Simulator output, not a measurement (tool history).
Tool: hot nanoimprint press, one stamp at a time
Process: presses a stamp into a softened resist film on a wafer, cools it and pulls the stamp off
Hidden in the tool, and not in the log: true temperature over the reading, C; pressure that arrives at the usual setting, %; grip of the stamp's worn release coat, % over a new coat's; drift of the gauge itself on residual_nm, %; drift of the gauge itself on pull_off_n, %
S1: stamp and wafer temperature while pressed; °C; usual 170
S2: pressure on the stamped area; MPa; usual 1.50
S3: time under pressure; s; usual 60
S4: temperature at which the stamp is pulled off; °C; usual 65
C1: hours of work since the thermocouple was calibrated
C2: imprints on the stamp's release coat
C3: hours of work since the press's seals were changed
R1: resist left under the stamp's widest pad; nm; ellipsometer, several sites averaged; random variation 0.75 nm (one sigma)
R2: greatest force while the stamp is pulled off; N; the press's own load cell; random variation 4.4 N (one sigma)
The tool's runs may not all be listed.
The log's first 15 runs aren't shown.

run   hour   S1    S2   S3  S4   C1    C2   C3     R1   R2
     336.7  -- plate thermocouple calibrated
 16  348.1  163  1.12   60  68    9  1071  667  147.1  281
 17  364.5  163  1.12   60  68   22  1167  679  146.5  288
 18  381.8  170  1.12   65  71   35  1269  693  121.4  302
     400.9  -- plate thermocouple calibrated, once more
 19  402.7  172  1.83   41  64    1  1374  707  113.9  325
 20  416.6  178  2.20   41  67   12  1456  717   86.7  315
 21  433.9  172  1.74   60  56   26  1558  731  101.9  371
 22  458.5  170  1.05   49  65   45  1702  750  142.7  349
 23  481.8  170  1.50  120  65   63  1840  768   92.9  360
     507.1  -- stamp cleaned and given a new release coat
 24  516.9  170  0.92   60  51   85    58  791  140.4  247
 25  535.3  170  0.92   60  51  100   166  805  140.7  258
 26  555.1  178  2.12   54  50  115   283  820   80.9  255
 27  569.5  170  2.12   54  50  126   368  831  101.9  278
 28  594.9  177  1.54  120  56  146   517  851   74.7  268
 29  612.0  171  1.10   77  70  159   618  864  120.8  259
 30  630.4  171  1.10   77  70  174   726  879  120.1  256

3 ways to go on from here, each from the tool as it stands after run 30. What would each give?
  A  660.3  171  1.10  58  70  197  902  902   ?   ?
  B  660.3  171  1.10  41  71  197  902  902   ?   ?
  C  660.3  166  2.29  60  65  197  902  902   ?   ?

run     R1   R2
  A  130.0  274
  B  140.8  273
  C  106.1  285
Without the tool's hidden state the same runs would have given:
run     R1   R2
  A  130.4  208
  B  141.2  207
  C  104.1  216

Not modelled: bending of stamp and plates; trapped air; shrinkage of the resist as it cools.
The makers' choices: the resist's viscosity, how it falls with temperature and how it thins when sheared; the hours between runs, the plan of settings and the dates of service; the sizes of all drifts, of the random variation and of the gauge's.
